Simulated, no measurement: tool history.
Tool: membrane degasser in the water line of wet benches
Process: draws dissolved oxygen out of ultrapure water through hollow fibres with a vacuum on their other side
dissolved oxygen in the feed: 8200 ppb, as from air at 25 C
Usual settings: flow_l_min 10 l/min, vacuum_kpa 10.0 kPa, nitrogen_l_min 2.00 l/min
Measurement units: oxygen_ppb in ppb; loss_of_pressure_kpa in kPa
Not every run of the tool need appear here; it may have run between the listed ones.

| run | day | flow_l_min | vacuum_kpa | nitrogen_l_min | oxygen_ppb | loss_of_pressure_kpa |
|---|---|---|---|---|---|---|
| 1 | 0.000 | 10 | 10.0 | 2.00 | 174.0 | 28.99 |
| 2 | 4.821 | 10 | 10.0 | 2.00 | 171.9 | 29.25 |
| 3 | 9.212 | 10 | 10.0 | 2.00 | 172.3 | 29.12 |
| 4 | 12.100 | 10 | 10.0 | 2.00 | 172.5 | 28.85 |
| 5 | 17.692 | 10 | 10.0 | 2.00 | 173.8 | 29.06 |
| 6 | 21.525 | 10 | 10.0 | 2.00 | 173.7 | 29.26 |
| 7 | 24.983 | 10 | 10.0 | 2.00 | 171.2 | 29.23 |
| 8 | 30.608 | 10 | 10.0 | 2.00 | 171.3 | 29.03 |
| 9 | 33.154 | 10 | 10.0 | 2.00 | 172.4 | 29.00 |
| 10 | 38.096 | 10 | 10.0 | 2.00 | 171.3 | 29.10 |
| 11 | 43.379 | 10 | 10.0 | 2.46 | 157.4 | 28.71 |
| 12 | 48.254 | 10 | 10.0 | 2.46 | 160.7 | 28.78 |
| 13 | 53.296 | 10 | 10.0 | 1.94 | 174.0 | 28.85 |
| 14 | 58.746 | 10 | 10.0 | 2.00 | 171.4 | 29.11 |
| 15 | 63.304 | 10 | 10.0 | 0.95 | 257.6 | 28.88 |
| 16 | 67.325 | 10 | 10.0 | 2.00 | 171.8 | 29.04 |
| 17 | 69.758 | 10 | 10.0 | 2.00 | 171.7 | 29.07 |
| 18 | 72.646 | 11 | 10.0 | 1.24 | 258.5 | 31.90 |
| 19 | 77.029 | 7 | 6.1 | 2.00 | 57.1 | 20.33 |
| 20 | 82.221 | 7 | 7.0 | 1.09 | 90.8 | 20.20 |
| 21 | 86.962 | 11 | 10.0 | 2.00 | 207.3 | 31.85 |
| 22 | 90.121 | 10 | 10.0 | 0.96 | 252.4 | 28.51 |
| 23 | 93.212 | 7 | 11.4 | 1.44 | 124.6 | 20.15 |
| 24 | 97.554 | 10 | 6.8 | 2.00 | 133.8 | 28.67 |
| 25 | 99.888 | 10 | 12.9 | 0.93 | 327.7 | 29.18 |
| 26 | 104.258 | 10 | 7.1 | 4.82 | 112.1 | 29.11 |
| 27 | 107.154 | 10 | 9.1 | 4.82 | 123.2 | 28.98 |
| 28 | 111.842 | 10 | 13.3 | 4.82 | 145.8 | 29.05 |
| 29 | 115.383 | 10 | 10.0 | 1.92 | 174.8 | 28.87 |
| 30 | 118.262 | 10 | 9.2 | 5.25 | 120.8 | 28.76 |
| 31 | 122.796 | 10 | 6.2 | 0.85 | 174.4 | 29.17 |
| 32 | 128.412 | 10 | 6.2 | 0.85 | 170.7 | 28.59 |

4 options for the next run, each taken on its own from the tool as it stands now. Forecast them:
| A | 131.900 | 10 | 10.5 | 1.29 | ? | ? |
| B | 131.900 | 10 | 6.2 | 1.24 | ? | ? |
| C | 131.900 | 9 | 9.5 | 0.96 | ? | ? |
| D | 131.900 | 13 | 9.1 | 1.20 | ? | ? |

| run | oxygen_ppb | loss_of_pressure_kpa |
|---|---|---|
| A | 225.1 | 29.03 |
| B | 150.9 | 28.91 |
| C | 205.8 | 25.96 |
| D | 320.9 | 37.53 |
Without the tool's unlogged condition, the same runs would have read:
| run | oxygen_ppb | loss_of_pressure_kpa |
|---|---|---|
| A | 224.7 | 29.01 |
| B | 150.5 | 28.90 |
| C | 205.4 | 25.95 |
| D | 320.4 | 37.51 |
